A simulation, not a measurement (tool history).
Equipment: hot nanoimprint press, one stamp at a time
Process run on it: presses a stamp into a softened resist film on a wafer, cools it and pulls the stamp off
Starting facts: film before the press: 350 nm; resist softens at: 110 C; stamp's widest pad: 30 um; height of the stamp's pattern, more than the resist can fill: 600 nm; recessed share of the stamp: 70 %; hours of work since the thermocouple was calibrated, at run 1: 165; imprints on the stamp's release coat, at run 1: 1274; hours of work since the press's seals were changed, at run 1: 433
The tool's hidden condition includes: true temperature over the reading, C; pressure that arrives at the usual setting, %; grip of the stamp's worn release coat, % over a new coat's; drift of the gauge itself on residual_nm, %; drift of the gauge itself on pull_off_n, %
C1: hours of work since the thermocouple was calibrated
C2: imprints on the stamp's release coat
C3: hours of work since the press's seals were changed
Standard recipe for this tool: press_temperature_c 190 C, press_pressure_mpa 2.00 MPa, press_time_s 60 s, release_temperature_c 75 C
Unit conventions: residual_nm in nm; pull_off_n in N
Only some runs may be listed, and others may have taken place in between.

Run 1, hour 0.0: usual settings; C1 165; C2 1274; C3 433. Result: residual_nm 175.3 nm, pull_off_n 304 N.
Run 2, hour 42.4: usual settings but press_pressure_mpa 2.24 MPa; C1 197; C2 1521; C3 466. Result: residual_nm 166.4 nm, pull_off_n 319 N.
Run 3, hour 86.3: usual settings but press_pressure_mpa 2.24 MPa; C1 230; C2 1778; C3 499. Result: residual_nm 165.1 nm, pull_off_n 335 N.
At hour 130.4: stamp cleaned and given a new release coat.
Run 4, hour 138.1: usual settings but press_pressure_mpa 2.24 MPa, release_temperature_c 79 C; C1 265; C2 45; C3 534. Result: residual_nm 166.5 nm, pull_off_n 212 N.
Run 5, hour 159.5: usual settings but press_pressure_mpa 1.44 MPa; C1 281; C2 170; C3 550. Result: residual_nm 209.2 nm, pull_off_n 234 N.
Run 6, hour 186.5: usual settings but press_pressure_mpa 1.44 MPa; C1 302; C2 328; C3 570. Result: residual_nm 207.5 nm, pull_off_n 238 N.
Run 7, hour 230.3: usual settings but press_pressure_mpa 1.44 MPa; C1 335; C2 584; C3 603. Result: residual_nm 210.2 nm, pull_off_n 263 N.
Run 8, hour 264.0: usual settings but press_pressure_mpa 1.44 MPa; C1 361; C2 781; C3 629. Result: residual_nm 211.5 nm, pull_off_n 274 N.
Run 9, hour 289.5: usual settings but press_temperature_c 184 C, press_pressure_mpa 1.44 MPa; C1 380; C2 930; C3 648. Result: residual_nm 254.1 nm, pull_off_n 280 N.
At hour 309.8: plate thermocouple calibrated.
Run 10, hour 328.3: usual settings; C1 14; C2 1139; C3 675. Result: residual_nm 169.6 nm, pull_off_n 279 N.
At hour 360.9: press's hydraulic seals changed and the load cell set to zero.
Run 11, hour 373.9: usual settings; C1 42; C2 1359; C3 10. Result: residual_nm 166.5 nm, pull_off_n 297 N.
Run 12, hour 413.6: usual settings; C1 73; C2 1591; C3 40. Result: residual_nm 167.6 nm, pull_off_n 314 N.
Run 13, hour 452.6: usual settings; C1 102; C2 1819; C3 69. Result: residual_nm 170.1 nm, pull_off_n 321 N.
Run 14, hour 475.8: usual settings but press_time_s 57 s; C1 120; C2 1955; C3 87. Result: residual_nm 169.3 nm, pull_off_n 348 N.
At hour 489.6: stamp cleaned and given a new release coat.
Run 15, hour 517.9: usual settings but press_pressure_mpa 1.79 MPa, press_time_s 57 s; C1 147; C2 166; C3 114. Result: residual_nm 182.0 nm, pull_off_n 236 N.
Run 16, hour 550.9: usual settings but press_pressure_mpa 1.79 MPa, press_time_s 57 s; C1 172; C2 358; C3 139. Result: residual_nm 184.4 nm, pull_off_n 240 N.
Run 17, hour 593.4: usual settings but press_pressure_mpa 2.11 MPa, press_time_s 48 s; C1 204; C2 607; C3 172. Result: residual_nm 176.2 nm, pull_off_n 258 N.
Run 18, hour 629.2: usual settings but press_time_s 63 s; C1 231; C2 816; C3 199. Result: residual_nm 170.0 nm, pull_off_n 269 N.
Run 19, hour 659.5: usual settings but press_time_s 63 s; C1 254; C2 993; C3 222. Result: residual_nm 169.1 nm, pull_off_n 276 N.
Run 20, hour 688.3: usual settings but press_time_s 63 s; C1 276; C2 1162; C3 243. Result: residual_nm 170.3 nm, pull_off_n 289 N.
Run 21, hour 713.6: usual settings but press_temperature_c 189 C; C1 295; C2 1310; C3 263. Result: residual_nm 180.8 nm, pull_off_n 305 N.
Run 22, hour 750.2: usual settings but press_temperature_c 189 C; C1 323; C2 1523; C3 290. Result: residual_nm 182.1 nm, pull_off_n 327 N.
Run 23, hour 773.2: usual settings but release_temperature_c 78 C; C1 340; C2 1658; C3 308. Result: residual_nm 176.7 nm, pull_off_n 314 N.
Run 24, hour 794.0: usual settings but release_temperature_c 78 C; C1 356; C2 1779; C3 324. Result: residual_nm 175.7 nm, pull_off_n 326 N.
At hour 837.8: stamp cleaned and given a new release coat.
Run 25, hour 840.2: usual settings but press_pressure_mpa 2.83 MPa, press_time_s 78 s; C1 387; C2 14; C3 354. Result: residual_nm 133.3 nm, pull_off_n 223 N.
At hour 852.5: plate thermocouple calibrated.
Run 26, hour 877.5: usual settings but press_pressure_mpa 2.83 MPa, press_time_s 78 s; C1 19; C2 215; C3 380. Result: residual_nm 126.0 nm, pull_off_n 225 N.
Run 27, hour 920.0: usual settings but press_pressure_mpa 1.38 MPa, press_time_s 78 s; C1 51; C2 463; C3 412. Result: residual_nm 189.8 nm, pull_off_n 247 N.
Run 28, hour 951.8: usual settings but press_temperature_c 185 C, release_temperature_c 66 C; C1 75; C2 649; C3 436. Result: residual_nm 203.1 nm, pull_off_n 277 N.
Run 29, hour 978.3: usual settings but press_pressure_mpa 3.05 MPa, press_time_s 37 s; C1 95; C2 804; C3 456. Result: residual_nm 159.3 nm, pull_off_n 269 N.

Predict each of these 5 candidate next runs independently; none follows another, all start after run 29:
Run A, hour 1016.0: usual settings but press_pressure_mpa 3.05 MPa, press_time_s 37 s, release_temperature_c 74 C; C1 124; C2 1024; C3 485. Result: residual_nm ?, pull_off_n ?.
Run B, hour 1016.0: usual settings but press_pressure_mpa 1.35 MPa, press_time_s 37 s, release_temperature_c 71 C; C1 124; C2 1024; C3 485. Result: residual_nm ?, pull_off_n ?.
Run C, hour 1016.0: usual settings but press_temperature_c 186 C, press_pressure_mpa 1.64 MPa, press_time_s 90 s; C1 124; C2 1024; C3 485. Result: residual_nm ?, pull_off_n ?.
Run D, hour 1016.0: usual settings but press_temperature_c 200 C, press_pressure_mpa 1.65 MPa, press_time_s 101 s; C1 124; C2 1024; C3 485. Result: residual_nm ?, pull_off_n ?.
Run E, hour 1016.0: usual settings but press_temperature_c 198 C, press_time_s 84 s, release_temperature_c 79 C; C1 124; C2 1024; C3 485. Result: residual_nm ?, pull_off_n ?.

run  residual_nm  pull_off_n
  A        162.1         287
  B        236.5         286
  C        193.4         285
  D        110.3         292
  E        112.3         272
Take away the tool's hidden state, keep each run's random variation, and the runs would have read:
run  residual_nm  pull_off_n
  A        154.6         223
  B        230.6         222
  C        186.9         221
  D        106.5         227
  E        108.0         211
